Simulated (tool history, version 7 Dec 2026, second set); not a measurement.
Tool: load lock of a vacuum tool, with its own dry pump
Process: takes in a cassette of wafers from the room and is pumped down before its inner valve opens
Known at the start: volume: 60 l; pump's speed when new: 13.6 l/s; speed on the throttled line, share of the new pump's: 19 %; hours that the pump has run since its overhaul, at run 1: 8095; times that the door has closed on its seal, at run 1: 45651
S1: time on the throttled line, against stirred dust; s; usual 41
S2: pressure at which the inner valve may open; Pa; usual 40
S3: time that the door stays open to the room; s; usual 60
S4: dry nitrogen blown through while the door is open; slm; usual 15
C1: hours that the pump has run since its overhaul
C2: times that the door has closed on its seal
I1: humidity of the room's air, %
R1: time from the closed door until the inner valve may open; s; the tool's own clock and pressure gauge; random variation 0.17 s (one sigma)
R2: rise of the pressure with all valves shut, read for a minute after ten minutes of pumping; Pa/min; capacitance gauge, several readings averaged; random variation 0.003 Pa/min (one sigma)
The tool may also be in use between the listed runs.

Run 1, day 0: usual settings; C1 8095; C2 45651; I1 41.3. Result: R1 69.4 s, R2 0.147 Pa/min.
Run 2, day 7.121: usual settings but S3 41 s; C1 8265; C2 46250; I1 45.5. Result: R1 69.3 s, R2 0.14 Pa/min.
Run 3, day 14.062: usual settings but S2 63 Pa, S3 41 s; C1 8432; C2 46834; I1 43.9. Result: R1 67.2 s, R2 0.143 Pa/min.
Run 4, day 23.012: usual settings but S2 63 Pa, S3 41 s; C1 8647; C2 47586; I1 45.9. Result: R1 67.3 s, R2 0.145 Pa/min.
Run 5, day 30.4: usual settings but S4 33 slm; C1 8824; C2 48207; I1 45.8. Result: R1 69.5 s, R2 0.142 Pa/min.
Run 6, day 40.325: usual settings but S4 33 slm; C1 9062; C2 49042; I1 43.1. Result: R1 69.5 s, R2 0.149 Pa/min.
Run 7, day 47.225: usual settings but S4 7 slm; C1 9228; C2 49622; I1 44.2. Result: R1 69.6 s, R2 0.17 Pa/min.
Run 8, day 53.129: usual settings; C1 9370; C2 50119; I1 47.6. Result: R1 69.7 s, R2 0.17 Pa/min.
Run 9, day 64.029: usual settings; C1 9631; C2 51035; I1 46.1. Result: R1 69.5 s, R2 0.17 Pa/min.
Run 10, day 70.562: usual settings; C1 9788; C2 51585; I1 43.6. Result: R1 69.8 s, R2 0.168 Pa/min.
Run 11, day 75.525: usual settings; C1 9907; C2 52002; I1 48. Result: R1 69.7 s, R2 0.178 Pa/min.
Run 12, day 84.175: usual settings; C1 10115; C2 52729; I1 45.9. Result: R1 69.7 s, R2 0.173 Pa/min.
Run 13, day 92.7: usual settings but S2 56 Pa; C1 10319; C2 53446; I1 43.6. Result: R1 68.2 s, R2 0.172 Pa/min.
At day 97.304: door's seal changed, seat wiped.
Run 14, day 100.492: usual settings but S3 122 s; C1 10505; C2 268; I1 44.1. Result: R1 69.9 s, R2 0.064 Pa/min.
Run 15, day 109.004: usual settings but S3 122 s; C1 10709; C2 984; I1 42.7. Result: R1 69.7 s, R2 0.069 Pa/min.
Run 16, day 116.708: usual settings but S1 23 s; C1 10894; C2 1632; I1 45. Result: R1 55.7 s, R2 0.043 Pa/min.
Run 17, day 124.162: usual settings; C1 11073; C2 2259; I1 46.7. Result: R1 69.9 s, R2 0.043 Pa/min.
Run 18, day 129.567: usual settings; C1 11203; C2 2713; I1 44.6. Result: R1 69.8 s, R2 0.041 Pa/min.
Run 19, day 136.812: usual settings; C1 11377; C2 3322; I1 45.1. Result: R1 69.9 s, R2 0.042 Pa/min.
Run 20, day 146.017: usual settings; C1 11597; C2 4096; I1 44.1. Result: R1 70.2 s, R2 0.041 Pa/min.
Run 21, day 153.258: usual settings but S1 39 s, S3 114 s, S4 40 slm; C1 11771; C2 4705; I1 44.8. Result: R1 68.3 s, R2 0.042 Pa/min.
Run 22, day 158.683: usual settings but S1 67 s, S2 34 Pa, S3 31 s; C1 11901; C2 5161; I1 44.3. Result: R1 91.7 s, R2 0.033 Pa/min.
Run 23, day 167.121: usual settings but S1 67 s, S2 34 Pa, S3 31 s; C1 12104; C2 5871; I1 45.3. Result: R1 91.7 s, R2 0.029 Pa/min.
Run 24, day 174.521: usual settings but S1 25 s, S2 62 Pa, S3 181 s; C1 12281; C2 6493; I1 47.7. Result: R1 55.4 s, R2 0.099 Pa/min.
Run 25, day 185.046: usual settings but S1 25 s, S2 67 Pa, S3 181 s, S4 8 slm; C1 12534; C2 7378; I1 41.9. Result: R1 55.2 s, R2 0.109 Pa/min.
Run 26, day 191.142: usual settings but S1 23 s, S2 35 Pa, S3 140 s; C1 12680; C2 7891; I1 46. Result: R1 56.8 s, R2 0.081 Pa/min.
Run 27, day 200.775: usual settings but S1 28 s, S2 35 Pa, S3 140 s, S4 18 slm; C1 12912; C2 8701; I1 44.9. Result: R1 60.6 s, R2 0.077 Pa/min.
Run 28, day 206.067: usual settings but S1 60 s, S2 35 Pa, S3 57 s, S4 18 slm; C1 13039; C2 9146; I1 47.8. Result: R1 86.5 s, R2 0.044 Pa/min.
Run 29, day 212.396: usual settings but S2 33 Pa; C1 13191; C2 9678; I1 45.1. Result: R1 71.5 s, R2 0.051 Pa/min.
Run 30, day 218.521: usual settings but S2 33 Pa, S3 220 s, S4 20 slm; C1 13338; C2 10193; I1 45.2. Result: R1 71.4 s, R2 0.102 Pa/min.
Run 31, day 229.767: usual settings but S1 53 s, S2 57 Pa, S3 97 s, S4 30 slm; C1 13607; C2 11138; I1 43.4. Result: R1 78.3 s, R2 0.05 Pa/min.
Run 32, day 238.662: usual settings but S1 53 s, S2 57 Pa, S3 97 s, S4 30 slm; C1 13821; C2 11887; I1 45.5. Result: R1 78.5 s, R2 0.057 Pa/min.
Run 33, day 244.996: usual settings but S1 33 s, S2 42 Pa, S3 86 s, S4 30 slm; C1 13973; C2 12419; I1 44.4. Result: R1 64 s, R2 0.047 Pa/min.
Run 34, day 252.558: usual settings but S1 33 s, S2 42 Pa, S3 86 s, S4 30 slm; C1 14154; C2 13055; I1 44.2. Result: R1 64.3 s, R2 0.058 Pa/min.
Run 35, day 263.725: usual settings but S1 33 s, S2 42 Pa, S3 86 s, S4 30 slm; C1 14422; C2 13994; I1 38.9. Result: R1 64.1 s, R2 0.052 Pa/min.
Run 36, day 269.796: usual settings but S2 50 Pa; C1 14568; C2 14504; I1 43. Result: R1 69.9 s, R2 0.053 Pa/min.
Run 37, day 278.342: usual settings but S1 21 s, S2 43 Pa, S3 25 s, S4 13 slm; C1 14773; C2 15223; I1 46.6. Result: R1 54.6 s, R2 0.045 Pa/min.

Forecast each of these 3 alternatives for the next run:
Run A, day 288.5: usual settings but S1 21 s, S2 41 Pa, S3 25 s, S4 6 slm; C1 15017; C2 16077; I1 46.8. Result: R1 ?, R2 ?.
Run B, day 288.5: usual settings but S1 33 s, S2 31 Pa, S3 147 s; C1 15017; C2 16077; I1 45.4. Result: R1 ?, R2 ?.
Run C, day 288.5: usual settings but S3 155 s; C1 15017; C2 16077; I1 43.7. Result: R1 ?, R2 ?.

run    R1     R2
  A  55.1  0.053
  B  66.1  0.101
  C  71.3  0.104
Without the tool's hidden state the same runs would have given:
run    R1     R2
  A  51.7  0.033
  B  62.9  0.081
  C  68.3  0.084
